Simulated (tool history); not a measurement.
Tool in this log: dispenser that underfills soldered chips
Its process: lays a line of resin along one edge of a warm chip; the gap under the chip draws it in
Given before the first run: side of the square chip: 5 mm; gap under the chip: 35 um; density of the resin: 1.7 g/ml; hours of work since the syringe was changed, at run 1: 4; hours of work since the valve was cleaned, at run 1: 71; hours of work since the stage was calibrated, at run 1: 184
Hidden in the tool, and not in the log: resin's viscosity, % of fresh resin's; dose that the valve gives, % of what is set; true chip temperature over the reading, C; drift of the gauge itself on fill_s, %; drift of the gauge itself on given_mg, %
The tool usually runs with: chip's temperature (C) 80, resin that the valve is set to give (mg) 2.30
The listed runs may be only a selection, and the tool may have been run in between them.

| run | day | chip's temperature (C) | resin that the valve is set to give (mg) | hours of work since the syringe was changed | hours of work since the valve was cleaned | hours of work since the stage was calibrated | time until the resin shows at the far edge (s) | resin that the valve gave (mg) |
|---|---|---|---|---|---|---|---|---|
| 1 | 0.000 | 80 | 2.30 | 4 | 71 | 184 | 16.7 | 2.217 |
|  | 0.221 | new syringe of resin |
| 2 | 0.346 | 80 | 2.30 | 2 | 76 | 190 | 16.8 | 2.204 |
|  | 0.667 | new syringe of resin |
|  | 0.838 | dispensing valve cleaned and set on the balance |
| 3 | 0.962 | 80 | 2.30 | 4 | 2 | 199 | 18.0 | 2.305 |
|  | 1.138 | new syringe of resin |
| 4 | 1.254 | 80 | 2.30 | 2 | 7 | 204 | 16.1 | 2.302 |
|  | 1.592 | new syringe of resin |
| 5 | 1.904 | 80 | 2.30 | 5 | 17 | 214 | 17.5 | 2.281 |
|  | 2.029 | new syringe of resin |
| 6 | 2.279 | 80 | 2.30 | 4 | 23 | 220 | 17.9 | 2.261 |
|  | 2.471 | new syringe of resin |
|  | 2.900 | new syringe of resin |
| 7 | 2.900 | 80 | 2.30 | 0 | 33 | 230 | 15.6 | 2.262 |
|  | 3.325 | new syringe of resin |
| 8 | 3.458 | 80 | 2.39 | 2 | 42 | 239 | 16.4 | 2.321 |
|  | 3.771 | new syringe of resin |
| 9 | 3.929 | 80 | 2.73 | 3 | 49 | 246 | 16.4 | 2.653 |
|  | 4.221 | new syringe of resin |
| 10 | 4.296 | 80 | 2.73 | 1 | 55 | 252 | 15.4 | 2.646 |
| 11 | 4.596 | 80 | 2.73 | 6 | 60 | 257 | 18.9 | 2.620 |
|  | 4.679 | new syringe of resin |
|  | 5.129 | new syringe of resin |
| 12 | 5.154 | 80 | 2.30 | 0 | 69 | 266 | 15.8 | 2.200 |
| 13 | 5.492 | 80 | 2.30 | 6 | 74 | 271 | 18.3 | 2.205 |
|  | 5.567 | new syringe of resin |
|  | 5.996 | new syringe of resin |
|  | 6.096 | dispensing valve cleaned and set on the balance |
| 14 | 6.108 | 80 | 2.92 | 1 | 0 | 280 | 15.6 | 2.919 |
|  | 6.471 | new syringe of resin |
| 15 | 6.704 | 80 | 2.92 | 4 | 10 | 290 | 16.9 | 2.913 |
|  | 6.950 | new syringe of resin |
|  | 7.371 | new syringe of resin |
| 16 | 7.371 | 80 | 2.92 | 0 | 20 | 301 | 14.9 | 2.872 |
|  | 7.800 | new syringe of resin |
| 17 | 8.050 | 80 | 2.30 | 4 | 31 | 312 | 18.1 | 2.242 |
|  | 8.262 | new syringe of resin |
| 18 | 8.362 | 89 | 2.05 | 2 | 36 | 317 | 12.2 | 2.003 |
|  | 8.688 | new syringe of resin |
| 19 | 8.838 | 89 | 2.70 | 2 | 44 | 324 | 12.6 | 2.626 |
|  | 9.112 | new syringe of resin |
| 20 | 9.171 | 68 | 2.39 | 1 | 49 | 329 | 22.8 | 2.308 |
|  | 9.583 | new syringe of resin |
| 21 | 9.721 | 68 | 2.39 | 2 | 58 | 338 | 24.0 | 2.304 |
|  | 10.021 | new syringe of resin |
| 22 | 10.250 | 68 | 2.39 | 4 | 66 | 347 | 24.8 | 2.310 |
|  | 10.467 | new syringe of resin |
|  | 10.929 | new syringe of resin |
| 23 | 10.929 | 69 | 2.80 | 0 | 77 | 358 | 21.2 | 2.675 |
|  | 11.342 | dispensing valve cleaned and set on the balance |
| 24 | 11.342 | 70 | 2.73 | 6 | 0 | 364 | 24.0 | 2.717 |
|  | 11.404 | new syringe of resin |
| 25 | 11.638 | 70 | 2.73 | 4 | 5 | 368 | 22.6 | 2.720 |
|  | 11.850 | new syringe of resin |
|  | 12.275 | new syringe of resin |
| 26 | 12.275 | 70 | 2.73 | 0 | 15 | 378 | 19.8 | 2.686 |
|  | 12.725 | new syringe of resin |
|  | 12.854 | stage's temperature calibrated |
| 27 | 12.946 | 70 | 2.73 | 3 | 25 | 1 | 23.1 | 2.675 |
|  | 13.192 | new syringe of resin |
| 28 | 13.496 | 89 | 2.66 | 5 | 34 | 10 | 14.2 | 2.604 |
|  | 13.650 | new syringe of resin |
| 29 | 13.954 | 89 | 2.35 | 5 | 41 | 18 | 14.0 | 2.284 |
|  | 14.100 | new syringe of resin |
| 30 | 14.358 | 76 | 2.63 | 4 | 47 | 24 | 19.0 | 2.562 |
|  | 14.554 | new syringe of resin |
|  | 15.038 | new syringe of resin |
| 31 | 15.050 | 75 | 2.40 | 0 | 58 | 35 | 18.4 | 2.314 |
|  | 15.462 | new syringe of resin |
| 32 | 15.729 | 70 | 2.30 | 4 | 69 | 46 | 23.5 | 2.196 |
|  | 15.912 | new syringe of resin |
|  | 16.346 | new syringe of resin |
| 33 | 16.412 | 74 | 2.22 | 1 | 80 | 57 | 19.7 | 2.120 |

Forecast each of these 3 alternatives for the next run:
|  | 16.658 | dispensing valve cleaned and set on the balance |
| A | 16.783 | 93 | 2.42 | 6 | 2 | 62 | ? | ? |
|  | 16.658 | dispensing valve cleaned and set on the balance |
| B | 16.783 | 69 | 2.08 | 6 | 2 | 62 | ? | ? |
|  | 16.658 | dispensing valve cleaned and set on the balance |
| C | 16.783 | 94 | 2.02 | 6 | 2 | 62 | ? | ? |

| run | time until the resin shows at the far edge (s) | resin that the valve gave (mg) |
|---|---|---|
| A | 12.8 | 2.421 |
| B | 26.4 | 2.084 |
| C | 13.2 | 2.032 |
What these runs would have given with no unlogged condition in the tool:
| run | time until the resin shows at the far edge (s) | resin that the valve gave (mg) |
|---|---|---|
| A | 10.6 | 2.421 |
| B | 22.0 | 2.084 |
| C | 11.0 | 2.032 |

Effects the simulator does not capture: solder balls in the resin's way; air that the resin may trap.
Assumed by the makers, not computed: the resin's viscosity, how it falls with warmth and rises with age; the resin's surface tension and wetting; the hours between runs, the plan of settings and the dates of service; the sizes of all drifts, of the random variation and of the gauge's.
